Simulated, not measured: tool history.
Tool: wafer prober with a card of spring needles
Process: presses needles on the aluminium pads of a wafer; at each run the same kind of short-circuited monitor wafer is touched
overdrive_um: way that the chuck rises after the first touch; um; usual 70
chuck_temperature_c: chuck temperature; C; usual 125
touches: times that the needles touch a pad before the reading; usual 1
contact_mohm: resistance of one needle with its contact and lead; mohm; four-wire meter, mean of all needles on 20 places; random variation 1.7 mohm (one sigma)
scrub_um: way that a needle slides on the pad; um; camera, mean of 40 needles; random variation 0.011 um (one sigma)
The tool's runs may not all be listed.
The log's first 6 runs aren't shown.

| run | hour | overdrive_um | chuck_temperature_c | touches | contact_mohm | scrub_um |
|---|---|---|---|---|---|---|
|  | 146.2 | tips cleaned on abrasive film |
| 7 | 157.1 | 70 | 125 | 1 | 251 | 11.88 |
|  | 164.6 | tips cleaned on abrasive film |
|  | 182 | tips cleaned on abrasive film |
|  | 186.3 | height of the first contact set anew, once more |
| 8 | 190.3 | 70 | 125 | 1 | 239 | 12.14 |
|  | 199.9 | tips cleaned on abrasive film |
| 9 | 209.4 | 70 | 125 | 1 | 247 | 12.13 |
|  | 217.2 | tips cleaned on abrasive film |
| 10 | 232.2 | 70 | 125 | 1 | 253 | 12.1 |
|  | 233.9 | tips cleaned on abrasive film |
|  | 252.6 | tips cleaned on abrasive film |
| 11 | 265.4 | 70 | 125 | 1 | 248 | 12.09 |
|  | 270.8 | tips cleaned on abrasive film |
|  | 289.9 | tips cleaned on abrasive film |
| 12 | 296.9 | 70 | 125 | 1 | 235 | 12.08 |
|  | 309.2 | tips cleaned on abrasive film |
|  | 327 | tips cleaned on abrasive film |
| 13 | 327.8 | 70 | 125 | 1 | 189 | 12.05 |
|  | 343.8 | tips cleaned on abrasive film |
|  | 361.3 | tips cleaned on abrasive film |
| 14 | 365.7 | 70 | 125 | 1 | 224 | 12.02 |
|  | 377.8 | tips cleaned on abrasive film |
|  | 395.1 | tips cleaned on abrasive film |
| 15 | 395.1 | 70 | 125 | 1 | 174 | 12.01 |
|  | 412.5 | tips cleaned on abrasive film |
| 16 | 426.1 | 70 | 125 | 1 | 261 | 11.97 |
|  | 429.3 | tips cleaned on abrasive film |
|  | 446.2 | tips cleaned on abrasive film |
|  | 463.2 | tips cleaned on abrasive film |
| 17 | 466.3 | 71 | 66 | 1 | 204 | 12.11 |
|  | 482.1 | tips cleaned on abrasive film |
|  | 492.9 | height of the first contact set anew |
|  | 498.8 | tips cleaned on abrasive film |
| 18 | 498.9 | 64 | 36 | 3 | 160 | 11.11 |
|  | 516.8 | tips cleaned on abrasive film |
|  | 533.6 | tips cleaned on abrasive film |
| 19 | 535.9 | 52 | 82 | 1 | 241 | 8.99 |
|  | 551.1 | tips cleaned on abrasive film |
| 20 | 563.8 | 76 | 82 | 1 | 238 | 13.12 |
|  | 569.6 | tips cleaned on abrasive film |
|  | 587.9 | tips cleaned on abrasive film |
| 21 | 589.8 | 70 | 125 | 2 | 191 | 12.07 |
|  | 605.5 | tips cleaned on abrasive film |
|  | 622.7 | tips cleaned on abrasive film |
| 22 | 622.7 | 83 | 78 | 2 | 158 | 14.3 |
|  | 640.2 | tips cleaned on abrasive film |
|  | 658.1 | tips cleaned on abrasive film |
| 23 | 658.1 | 83 | 78 | 2 | 163 | 14.26 |
|  | 674.7 | tips cleaned on abrasive film |
| 24 | 674.7 | 63 | 30 | 1 | 163 | 10.8 |
|  | 693.9 | tips cleaned on abrasive film |
| 25 | 706.8 | 63 | 30 | 1 | 281 | 10.79 |
|  | 711.4 | tips cleaned on abrasive film |
|  | 730.1 | tips cleaned on abrasive film |
| 26 | 730.2 | 71 | 83 | 2 | 170 | 12.17 |
|  | 747 | tips cleaned on abrasive film |
| 27 | 747 | 56 | 125 | 2 | 178 | 9.56 |
|  | 764.5 | tips cleaned on abrasive film |
|  | 780.9 | tips cleaned on abrasive film |
| 28 | 781.7 | 59 | 125 | 2 | 189 | 10.02 |
|  | 800 | tips cleaned on abrasive film |
|  | 800.3 | height of the first contact set anew |
|  | 817.9 | tips cleaned on abrasive film |
| 29 | 820.4 | 83 | 32 | 2 | 166 | 14.36 |
|  | 835.4 | tips cleaned on abrasive film |
| 30 | 843.9 | 68 | 125 | 2 | 222 | 11.77 |

Forecast each of these 3 alternatives for the next run:
|  | 853.5 | tips cleaned on abrasive film |
| A | 862 | 81 | 110 | 2 | ? | ? |
|  | 853.5 | tips cleaned on abrasive film |
| B | 862 | 68 | 37 | 2 | ? | ? |
|  | 853.5 | tips cleaned on abrasive film |
| C | 862 | 68 | 125 | 1 | ? | ? |

| run | contact_mohm | scrub_um |
|---|---|---|
| A | 199 | 14 |
| B | 208 | 11.74 |
| C | 250 | 11.73 |
Without the tool's hidden state the same runs would have given:
| run | contact_mohm | scrub_um |
|---|---|---|
| A | 162 | 14.04 |
| B | 152 | 11.78 |
| C | 168 | 11.77 |

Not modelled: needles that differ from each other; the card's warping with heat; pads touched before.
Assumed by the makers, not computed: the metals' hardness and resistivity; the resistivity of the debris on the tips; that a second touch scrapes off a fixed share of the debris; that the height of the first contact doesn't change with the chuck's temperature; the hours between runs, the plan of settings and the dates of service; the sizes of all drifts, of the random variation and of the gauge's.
